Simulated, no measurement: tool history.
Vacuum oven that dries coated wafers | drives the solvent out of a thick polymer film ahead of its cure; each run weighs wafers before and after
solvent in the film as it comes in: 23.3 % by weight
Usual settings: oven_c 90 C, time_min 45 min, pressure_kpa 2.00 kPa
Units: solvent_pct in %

| run | hour | oven_c | time_min | pressure_kpa | solvent_pct |
|---|---|---|---|---|---|
| 1 | 0.0 | 90 | 45 | 2.00 | 2.89 |
| 2 | 44.3 | 90 | 45 | 2.00 | 2.84 |
| 3 | 81.0 | 90 | 45 | 2.00 | 2.70 |
| 4 | 110.6 | 90 | 45 | 2.00 | 2.83 |
| 5 | 153.9 | 90 | 45 | 2.00 | 2.82 |
| 6 | 191.8 | 90 | 45 | 2.00 | 2.85 |
| 7 | 237.6 | 90 | 45 | 2.00 | 2.90 |
| 8 | 265.1 | 90 | 45 | 2.00 | 2.81 |
| 9 | 293.1 | 90 | 45 | 2.00 | 2.89 |
| 10 | 331.7 | 90 | 45 | 2.00 | 2.87 |
| 11 | 362.6 | 90 | 45 | 2.00 | 2.97 |
| 12 | 388.1 | 90 | 45 | 2.00 | 2.88 |
| 13 | 431.6 | 75 | 45 | 2.57 | 7.70 |
| 14 | 462.5 | 91 | 34 | 2.72 | 4.22 |
| 15 | 504.1 | 98 | 38 | 2.00 | 2.07 |
| 16 | 536.1 | 98 | 28 | 2.00 | 2.86 |
| 17 | 573.6 | 98 | 28 | 2.00 | 2.82 |
| 18 | 607.5 | 98 | 28 | 2.00 | 2.87 |

Forecast each of these 4 alternatives for the next run:
| A | 650.0 | 89 | 79 | 2.15 | ? |
| B | 650.0 | 98 | 28 | 2.24 | ? |
| C | 650.0 | 98 | 75 | 2.59 | ? |
| D | 650.0 | 96 | 77 | 1.22 | ? |

| run | solvent_pct |
|---|---|
| A | 2.51 |
| B | 3.00 |
| C | 2.00 |
| D | 1.24 |
Without the tool's hidden state the same runs would have given:
| run | solvent_pct |
|---|---|
| A | 2.23 |
| B | 2.73 |
| C | 1.80 |
| D | 1.05 |

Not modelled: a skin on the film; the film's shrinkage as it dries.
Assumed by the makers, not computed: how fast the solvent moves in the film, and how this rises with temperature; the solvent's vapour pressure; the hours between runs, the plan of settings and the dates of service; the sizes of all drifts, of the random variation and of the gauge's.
